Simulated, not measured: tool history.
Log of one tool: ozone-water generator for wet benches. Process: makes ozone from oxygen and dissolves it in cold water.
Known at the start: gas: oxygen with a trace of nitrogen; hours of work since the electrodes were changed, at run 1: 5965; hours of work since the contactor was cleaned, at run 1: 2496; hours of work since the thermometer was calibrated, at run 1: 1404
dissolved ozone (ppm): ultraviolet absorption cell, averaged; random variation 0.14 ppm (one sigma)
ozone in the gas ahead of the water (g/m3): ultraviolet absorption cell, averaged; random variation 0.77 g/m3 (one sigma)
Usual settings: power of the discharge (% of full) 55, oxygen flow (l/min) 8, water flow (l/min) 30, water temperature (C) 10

run      day  power of the discharge (% of full)  oxygen flow (l/min)  water flow (l/min)  water temperature (C)  hours of work since the electrodes were changed  hours of work since the contactor was cleaned  hours of work since the thermometer was calibrated  dissolved ozone (ppm)  ozone in the gas ahead of the water (g/m3)
  1        0                                  55                    8                  30                     10                                             5965                                           2496                                                1404                   11.9                                        88.1
  2    8.021                                  55                    8                  30                     10                                             6116                                           2648                                                1555                   11.7                                        88.7
  3   16.708                                  55                    8                  30                     10                                             6280                                           2811                                                1719                   11.6                                        86.8
  4   23.171                                  55                    5                  30                     10                                             6401                                           2933                                                1841                   10.9                                       113.2
  5   27.233                                  55                    5                  30                     10                                             6478                                           3010                                                1918                     11                                       111.6
  6   34.358                                  55                    5                  30                     10                                             6612                                           3144                                                2052                   10.6                                       110.5
      39.238  -- electrodes of the discharge changed
  7   40.908                                  67                    8                  30                     10                                               31                                           3263                                                2171                     18                                       136.3
  8   48.971                                  67                    8                  30                     10                                              184                                           3415                                                2323                   17.7                                       135.9
  9   56.888                                  55                    8                  30                     10                                              333                                           3564                                                2472                     15                                         115
 10   62.554                                  55                    8                  30                     10                                              440                                           3671                                                2579                   14.8                                       114.8
      63.333  -- contactor cleaned
      71.238  -- water thermometer calibrated
 11   72.667                                  55                    8                  30                     10                                              627                                            176                                                  27                   14.2                                       113.2
 12   77.808                                  55                    8                  30                     10                                              724                                            273                                                 124                   14.1                                         114
 13   84.854                                  55                    8                  30                     10                                              857                                            405                                                 257                   13.9                                       111.5
 14   92.042                                  55                    8                  30                     10                                              992                                            541                                                 392                   13.9                                       111.6
      97.408  -- contactor cleaned, once more
 15   97.408                                  55                    8                  30                     10                                             1090                                              0                                                 490                   15.4                                       111.1
 16  104.717                                  55                    8                  25                     10                                             1228                                            138                                                 628                   17.4                                       110.5
 17  112.983                                  55                12.88                  25                     10                                             1384                                            294                                                 784                   16.8                                          83
 18  122.225                                  47                    8                  22                     10                                             1558                                            468                                                 958                   16.4                                        97.3
 19  129.192                                  47                12.67                  23                     10                                             1689                                            599                                                1090                   15.4                                        74.8
 20  133.329                                  55                 9.39                  40                      5                                             1767                                            677                                                1168                   12.2                                        99.7
 21   141.75                                  55                 9.39                  40                      5                                             1926                                            836                                                1326                     12                                        97.7
 22  147.433                                  55                 9.39                  19                     10                                             2033                                            943                                                1434                   19.8                                        96.7
 23  154.504                                  55                    8                  31                     14                                             2167                                           1077                                                1567                   13.2                                       106.3
 24  159.321                                  86                13.51                  32                     11                                             2258                                           1168                                                1658                   18.6                                       110.4
 25  168.758                                  86                13.51                  32                     11                                             2436                                           1345                                                1836                   18.4                                       108.3
 26  173.888                                  86                13.51                  32                     11                                             2532                                           1442                                                1932                   18.1                                       108.7
 27  183.146                                  41                 4.22                  45                     17                                             2707                                           1617                                                2107                    6.6                                       120.4
 28  192.921                                  41                 4.22                  45                     17                                             2891                                           1801                                                2291                    6.5                                       118.8
 29  200.046                                  41                 4.22                  45                     17                                             3026                                           1935                                                2426                    6.6                                       117.6
 30  205.821                                  41                 4.22                  45                     17                                             3134                                           2044                                                2535                    6.4                                       117.2
 31  211.758                                  51                 4.22                  45                      9                                             3246                                           2156                                                2647                      8                                       137.2
     217.025  -- water thermometer calibrated
 32  217.712                                  51                 4.22                  45                      9                                             3358                                           2268                                                  13                    8.1                                         136

Forecast each of these 4 alternatives for the next run:
  A  222.988                                  51                 4.22                  45                     15                                             3458                                           2368                                                 112                      ?                                           ?
  B  222.988                                  51                10.62                  45                      9                                             3458                                           2368                                                 112                      ?                                           ?
  C  222.988                                  51                  4.9                  45                      9                                             3458                                           2368                                                 112                      ?                                           ?
  D  222.988                                  52                 4.22                  45                      7                                             3458                                           2368                                                 112                      ?                                           ?

run  dissolved ozone (ppm)  ozone in the gas ahead of the water (g/m3)
  A                    7.6                                       135.4
  B                    9.1                                        80.6
  C                    8.2                                       123.3
  D                    7.9                                       137.3
Without the tool's hidden state the same runs would have given:
run  dissolved ozone (ppm)  ozone in the gas ahead of the water (g/m3)
  A                    9.1                                       156.7
  B                     11                                        93.2
  C                    9.9                                       142.6
  D                    9.6                                       159.1

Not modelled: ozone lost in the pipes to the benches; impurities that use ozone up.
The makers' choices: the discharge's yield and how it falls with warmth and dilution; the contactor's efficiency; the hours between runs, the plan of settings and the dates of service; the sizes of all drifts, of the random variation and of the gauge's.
